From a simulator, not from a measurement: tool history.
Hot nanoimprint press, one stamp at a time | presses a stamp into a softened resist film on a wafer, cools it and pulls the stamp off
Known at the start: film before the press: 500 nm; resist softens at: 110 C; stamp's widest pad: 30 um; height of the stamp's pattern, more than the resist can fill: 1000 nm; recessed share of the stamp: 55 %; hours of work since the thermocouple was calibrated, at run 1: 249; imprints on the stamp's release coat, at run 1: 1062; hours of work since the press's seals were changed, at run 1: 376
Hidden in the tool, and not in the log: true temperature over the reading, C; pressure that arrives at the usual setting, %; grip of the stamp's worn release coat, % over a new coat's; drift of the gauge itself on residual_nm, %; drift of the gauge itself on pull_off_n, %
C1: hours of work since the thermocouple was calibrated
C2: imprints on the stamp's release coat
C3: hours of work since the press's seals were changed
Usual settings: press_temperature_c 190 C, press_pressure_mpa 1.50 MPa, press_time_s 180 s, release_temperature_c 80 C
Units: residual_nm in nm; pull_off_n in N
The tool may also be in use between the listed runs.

{"run": 1, "hour": 0.0, "press_temperature_c": 190, "press_pressure_mpa": 1.5, "press_time_s": 180, "release_temperature_c": 80, "C1": 249, "C2": 1062, "C3": 376, "residual_nm": 253.2, "pull_off_n": 156}
{"run": 2, "hour": 16.2, "press_temperature_c": 189, "press_pressure_mpa": 1.5, "press_time_s": 180, "release_temperature_c": 80, "C1": 261, "C2": 1105, "C3": 388, "residual_nm": 266.2, "pull_off_n": 162}
{"run": 3, "hour": 52.9, "press_temperature_c": 190, "press_pressure_mpa": 1.5, "press_time_s": 153, "release_temperature_c": 80, "C1": 289, "C2": 1201, "C3": 415, "residual_nm": 269.3, "pull_off_n": 164}
{"run": 4, "hour": 81.9, "press_temperature_c": 190, "press_pressure_mpa": 1.5, "press_time_s": 180, "release_temperature_c": 80, "C1": 310, "C2": 1277, "C3": 437, "residual_nm": 257.1, "pull_off_n": 164}
{"run": 5, "hour": 109.3, "press_temperature_c": 190, "press_pressure_mpa": 1.5, "press_time_s": 180, "release_temperature_c": 80, "C1": 330, "C2": 1349, "C3": 457, "residual_nm": 257.1, "pull_off_n": 172}
{"run": 6, "hour": 141.2, "press_temperature_c": 190, "press_pressure_mpa": 1.5, "press_time_s": 180, "release_temperature_c": 80, "C1": 354, "C2": 1432, "C3": 481, "residual_nm": 258.9, "pull_off_n": 172}
{"run": 7, "hour": 159.0, "press_temperature_c": 190, "press_pressure_mpa": 1.5, "press_time_s": 180, "release_temperature_c": 80, "C1": 367, "C2": 1479, "C3": 494, "residual_nm": 258.6, "pull_off_n": 172}
{"run": 8, "hour": 190.9, "press_temperature_c": 190, "press_pressure_mpa": 1.5, "press_time_s": 180, "release_temperature_c": 80, "C1": 391, "C2": 1562, "C3": 518, "residual_nm": 260.3, "pull_off_n": 176}
{"hour": 232.2, "done": "stamp cleaned and given a new release coat"}
{"run": 9, "hour": 234.1, "press_temperature_c": 190, "press_pressure_mpa": 1.5, "press_time_s": 180, "release_temperature_c": 80, "C1": 419, "C2": 5, "C3": 545, "residual_nm": 260.5, "pull_off_n": 130}
{"hour": 238.8, "done": "plate thermocouple calibrated"}
{"run": 10, "hour": 255.3, "press_temperature_c": 190, "press_pressure_mpa": 0.91, "press_time_s": 180, "release_temperature_c": 80, "C1": 12, "C2": 52, "C3": 559, "residual_nm": 334.4, "pull_off_n": 134}
{"run": 11, "hour": 289.0, "press_temperature_c": 190, "press_pressure_mpa": 1.5, "press_time_s": 180, "release_temperature_c": 80, "C1": 37, "C2": 141, "C3": 584, "residual_nm": 268.5, "pull_off_n": 141}
{"run": 12, "hour": 326.7, "press_temperature_c": 190, "press_pressure_mpa": 1.5, "press_time_s": 180, "release_temperature_c": 80, "C1": 65, "C2": 239, "C3": 612, "residual_nm": 267.8, "pull_off_n": 141}
{"run": 13, "hour": 356.3, "press_temperature_c": 190, "press_pressure_mpa": 1.5, "press_time_s": 180, "release_temperature_c": 80, "C1": 87, "C2": 317, "C3": 633, "residual_nm": 269.3, "pull_off_n": 144}
{"run": 14, "hour": 380.5, "press_temperature_c": 190, "press_pressure_mpa": 1.5, "press_time_s": 180, "release_temperature_c": 80, "C1": 105, "C2": 380, "C3": 651, "residual_nm": 271.6, "pull_off_n": 142}
{"hour": 395.4, "done": "plate thermocouple calibrated, once more"}
{"run": 15, "hour": 421.1, "press_temperature_c": 190, "press_pressure_mpa": 1.5, "press_time_s": 180, "release_temperature_c": 80, "C1": 19, "C2": 479, "C3": 679, "residual_nm": 249.1, "pull_off_n": 145}
{"run": 16, "hour": 456.2, "press_temperature_c": 202, "press_pressure_mpa": 1.5, "press_time_s": 180, "release_temperature_c": 78, "C1": 45, "C2": 570, "C3": 705, "residual_nm": 163.8, "pull_off_n": 150}
{"run": 17, "hour": 487.6, "press_temperature_c": 189, "press_pressure_mpa": 1.16, "press_time_s": 203, "release_temperature_c": 83, "C1": 68, "C2": 653, "C3": 729, "residual_nm": 285.8, "pull_off_n": 146}
{"run": 18, "hour": 524.1, "press_temperature_c": 190, "press_pressure_mpa": 1.5, "press_time_s": 180, "release_temperature_c": 88, "C1": 95, "C2": 748, "C3": 756, "residual_nm": 250.4, "pull_off_n": 145}
{"run": 19, "hour": 552.3, "press_temperature_c": 190, "press_pressure_mpa": 1.09, "press_time_s": 98, "release_temperature_c": 88, "C1": 116, "C2": 822, "C3": 777, "residual_nm": 345.9, "pull_off_n": 143}
{"run": 20, "hour": 573.3, "press_temperature_c": 190, "press_pressure_mpa": 1.09, "press_time_s": 98, "release_temperature_c": 88, "C1": 132, "C2": 877, "C3": 792, "residual_nm": 349.1, "pull_off_n": 148}
{"run": 21, "hour": 598.3, "press_temperature_c": 190, "press_pressure_mpa": 1.4, "press_time_s": 98, "release_temperature_c": 77, "C1": 150, "C2": 943, "C3": 811, "residual_nm": 309.6, "pull_off_n": 163}
{"run": 22, "hour": 627.7, "press_temperature_c": 190, "press_pressure_mpa": 1.4, "press_time_s": 98, "release_temperature_c": 77, "C1": 172, "C2": 1020, "C3": 832, "residual_nm": 312.5, "pull_off_n": 161}
{"run": 23, "hour": 663.1, "press_temperature_c": 194, "press_pressure_mpa": 1.4, "press_time_s": 272, "release_temperature_c": 77, "C1": 198, "C2": 1112, "C3": 859, "residual_nm": 201.7, "pull_off_n": 168}
{"hour": 685.3, "done": "press's hydraulic seals changed and the load cell set to zero"}
{"run": 24, "hour": 688.6, "press_temperature_c": 190, "press_pressure_mpa": 1.79, "press_time_s": 180, "release_temperature_c": 80, "C1": 211, "C2": 1158, "C3": 2, "residual_nm": 229.2, "pull_off_n": 165}
{"run": 25, "hour": 706.3, "press_temperature_c": 190, "press_pressure_mpa": 1.79, "press_time_s": 180, "release_temperature_c": 80, "C1": 225, "C2": 1204, "C3": 16, "residual_nm": 225.8, "pull_off_n": 167}
{"run": 26, "hour": 740.5, "press_temperature_c": 202, "press_pressure_mpa": 1.79, "press_time_s": 202, "release_temperature_c": 80, "C1": 250, "C2": 1294, "C3": 41, "residual_nm": 143.0, "pull_off_n": 166}
{"run": 27, "hour": 767.2, "press_temperature_c": 202, "press_pressure_mpa": 1.79, "press_time_s": 93, "release_temperature_c": 80, "C1": 270, "C2": 1364, "C3": 61, "residual_nm": 185.0, "pull_off_n": 169}
{"run": 28, "hour": 790.7, "press_temperature_c": 178, "press_pressure_mpa": 1.5, "press_time_s": 163, "release_temperature_c": 80, "C1": 287, "C2": 1426, "C3": 78, "residual_nm": 391.6, "pull_off_n": 171}
{"run": 29, "hour": 812.4, "press_temperature_c": 178, "press_pressure_mpa": 1.5, "press_time_s": 121, "release_temperature_c": 80, "C1": 303, "C2": 1482, "C3": 94, "residual_nm": 410.2, "pull_off_n": 173}

Some steps in residual_nm between neighbouring runs. How much of each would the tool show without its hidden state too (settings, what came in, random variation), and how much is left for the hidden state, with any gauge scatter that isn't in both results?
Run 14 -> 15: plate thermocouple calibrated, once more. residual_nm -22.5 nm: hidden state -21.1, all else -1.4.
Run 16 -> 17: press_temperature_c 202 -> 189, press_pressure_mpa 1.50 -> 1.16, press_time_s 180 -> 203, release_temperature_c 78 -> 83. residual_nm +122.0 nm: hidden state +1.9, all else +120.1.
Run 27 -> 28: press_temperature_c 202 -> 178, press_pressure_mpa 1.79 -> 1.50, press_time_s 93 -> 163. residual_nm +206.6 nm: hidden state +4.9, all else +201.7.
